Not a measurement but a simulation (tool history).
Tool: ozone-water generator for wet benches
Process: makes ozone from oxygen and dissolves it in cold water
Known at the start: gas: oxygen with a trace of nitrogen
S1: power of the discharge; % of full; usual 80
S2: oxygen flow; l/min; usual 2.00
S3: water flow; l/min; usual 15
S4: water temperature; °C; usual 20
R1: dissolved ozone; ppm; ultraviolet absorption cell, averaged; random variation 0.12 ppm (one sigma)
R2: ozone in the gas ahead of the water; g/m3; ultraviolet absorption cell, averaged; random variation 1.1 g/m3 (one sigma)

| run | hour | S1 | S2 | S3 | S4 | R1 | R2 |
|---|---|---|---|---|---|---|---|
| 1 | 0.0 | 80 | 2.00 | 15 | 20 | 11.7 | 192.8 |
| 2 | 27.3 | 80 | 2.00 | 15 | 20 | 12.0 | 195.8 |
| 3 | 52.2 | 80 | 2.00 | 15 | 20 | 12.1 | 195.7 |
| 4 | 70.5 | 80 | 2.00 | 15 | 20 | 11.7 | 197.3 |
| 5 | 95.7 | 80 | 2.00 | 15 | 20 | 11.7 | 198.8 |
| 6 | 131.9 | 80 | 1.90 | 15 | 20 | 11.5 | 200.2 |
| 7 | 150.0 | 80 | 2.00 | 15 | 20 | 11.9 | 198.7 |
| 8 | 184.2 | 80 | 2.00 | 15 | 22 | 11.8 | 197.9 |
| 9 | 210.2 | 80 | 2.00 | 15 | 20 | 11.9 | 198.8 |
| 10 | 247.4 | 80 | 2.00 | 15 | 20 | 11.6 | 198.1 |
| 11 | 267.4 | 80 | 2.00 | 15 | 20 | 11.9 | 200.2 |
| 12 | 291.9 | 80 | 2.00 | 15 | 20 | 11.9 | 200.2 |
| 13 | 313.4 | 80 | 2.00 | 15 | 20 | 11.9 | 200.0 |
| 14 | 331.5 | 80 | 2.00 | 15 | 20 | 11.8 | 203.5 |
|  | 352.7 | gauge calibrated |
| 15 | 361.8 | 80 | 2.00 | 15 | 20 | 11.8 | 194.9 |
| 16 | 401.5 | 49 | 2.00 | 15 | 20 | 8.1 | 133.4 |
| 17 | 437.0 | 49 | 2.00 | 15 | 20 | 8.2 | 134.8 |
| 18 | 475.7 | 57 | 1.90 | 15 | 20 | 8.8 | 153.6 |
| 19 | 496.1 | 57 | 1.04 | 17 | 20 | 6.1 | 189.9 |
| 20 | 524.4 | 84 | 2.00 | 15 | 20 | 12.1 | 208.6 |
| 21 | 548.8 | 84 | 2.00 | 15 | 20 | 12.3 | 205.1 |
| 22 | 575.8 | 84 | 3.29 | 9 | 25 | 18.9 | 174.7 |
| 23 | 601.2 | 84 | 2.56 | 12 | 26 | 14.6 | 190.3 |
| 24 | 628.5 | 84 | 2.56 | 12 | 26 | 14.5 | 190.4 |
| 25 | 652.4 | 84 | 2.56 | 12 | 26 | 14.7 | 191.2 |
| 26 | 689.1 | 84 | 2.56 | 12 | 26 | 14.8 | 192.0 |
| 27 | 713.9 | 80 | 2.72 | 15 | 17 | 13.3 | 180.9 |
| 28 | 739.8 | 80 | 2.72 | 15 | 17 | 13.5 | 183.3 |
| 29 | 758.1 | 48 | 1.14 | 18 | 23 | 5.1 | 165.1 |
| 30 | 799.0 | 48 | 1.14 | 18 | 23 | 5.0 | 165.0 |
| 31 | 818.5 | 48 | 2.89 | 18 | 13 | 8.3 | 120.3 |
| 32 | 837.5 | 48 | 1.21 | 18 | 12 | 5.5 | 162.0 |
|  | 854.1 | gauge calibrated |
| 33 | 875.7 | 72 | 3.47 | 11 | 12 | 18.0 | 150.9 |

3 ways to go on from here, each from the tool as it stands after run 33. What would each give?
| A | 914.7 | 90 | 2.00 | 15 | 19 | ? | ? |
| B | 914.7 | 72 | 1.47 | 10 | 13 | ? | ? |
| C | 914.7 | 60 | 2.00 | 15 | 20 | ? | ? |

| run | R1 | R2 |
|---|---|---|
| A | 13.0 | 215.1 |
| B | 15.0 | 200.2 |
| C | 9.4 | 158.1 |
Without the tool's hidden state the same runs would have given:
| run | R1 | R2 |
|---|---|---|
| A | 13.0 | 214.2 |
| B | 15.0 | 199.4 |
| C | 9.5 | 157.4 |
